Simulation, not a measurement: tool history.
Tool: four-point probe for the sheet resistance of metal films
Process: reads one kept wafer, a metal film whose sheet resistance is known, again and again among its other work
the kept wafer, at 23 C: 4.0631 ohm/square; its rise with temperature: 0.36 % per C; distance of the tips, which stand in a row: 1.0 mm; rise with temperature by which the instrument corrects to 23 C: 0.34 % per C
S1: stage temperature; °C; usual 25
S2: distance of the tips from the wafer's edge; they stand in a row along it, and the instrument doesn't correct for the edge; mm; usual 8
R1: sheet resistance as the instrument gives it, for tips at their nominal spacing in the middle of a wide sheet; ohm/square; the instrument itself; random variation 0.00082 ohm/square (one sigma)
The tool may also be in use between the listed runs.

run,day,S1,S2,R1
1,0.000,25,8,4.098767
2,0.717,18,8,4.092599
3,1.412,18,8,4.092210
4,2.146,25,8,4.098844
5,2.742,25,8,4.099538
6,3.396,25,8,4.099420
7,3.967,18,11,4.077162
8,4.704,22,3,4.290129
9,5.104,22,3,4.291597
10,5.829,34,5,4.159470
11,6.538,34,5,4.157845

Forecast each of these 4 alternatives for the next run:
A,6.929,35,40,?
B,6.929,20,4,?
C,6.929,22,29,?
D,6.929,25,7,?

run,R1
A,4.073424
B,4.193745
C,4.065237
D,4.109383
Without the tool's hidden state the same runs would have given:
run,R1
A,4.073552
B,4.193881
C,4.065369
D,4.109515
